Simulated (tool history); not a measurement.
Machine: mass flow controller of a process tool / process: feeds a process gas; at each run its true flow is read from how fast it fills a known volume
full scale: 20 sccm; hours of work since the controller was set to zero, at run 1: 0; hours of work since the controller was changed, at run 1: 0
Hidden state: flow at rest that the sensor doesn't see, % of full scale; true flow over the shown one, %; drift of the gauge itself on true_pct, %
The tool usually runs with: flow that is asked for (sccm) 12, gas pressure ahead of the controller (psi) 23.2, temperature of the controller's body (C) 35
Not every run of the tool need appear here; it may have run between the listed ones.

run    hour  flow that is asked for (sccm)  gas pressure ahead of the controller (psi)  temperature of the controller's body (C)  hours of work since the controller was set to zero  hours of work since the controller was changed  true flow (%)
  1     0.0                             12                                        23.2                                        35                                                   0                                               0          98.59
  2   202.7                              3                                        23.2                                        35                                                 120                                             120          97.23
  3   580.2                              3                                        23.2                                        35                                                 345                                             345          97.11
  4   800.8                             12                                        23.2                                        37                                                 476                                             476          98.99
  5  1179.3                             12                                        20.5                                        35                                                 700                                             700          98.74
  6  1358.6                             12                                        20.5                                        35                                                 807                                             807          98.86
  7  1653.5                             12                                        23.2                                        35                                                 982                                             982          98.94
  8  1846.7                             12                                        23.2                                        37                                                1097                                            1097          99.07
  9  2114.0                              2                                        29.4                                        31                                                1256                                            1256          96.24
 10  2511.2                              2                                        29.4                                        31                                                1492                                            1492          95.95
 11  2707.7                              3                                        23.2                                        35                                                1608                                            1608          96.57
 12  3046.3                              3                                        23.2                                        35                                                1809                                            1809          96.65
 13  3312.4                              9                                        31.6                                        38                                                1968                                            1968          99.29
 14  3709.7                             15                                        23.2                                        23                                                2204                                            2204          99.60
 15  3950.7                             15                                        23.2                                        23                                                2347                                            2347          99.44

What would each run have given without the hidden state, its run-to-run variation left as it was?
run  true flow (%)
  1          98.82
  2          97.60
  3          97.57
  4          99.08
  5          98.76
  6          98.85
  7          98.87
  8          98.95
  9          97.62
 10          97.52
 11          97.47
 12          97.63
 13          99.06
 14          99.02
 15          98.82
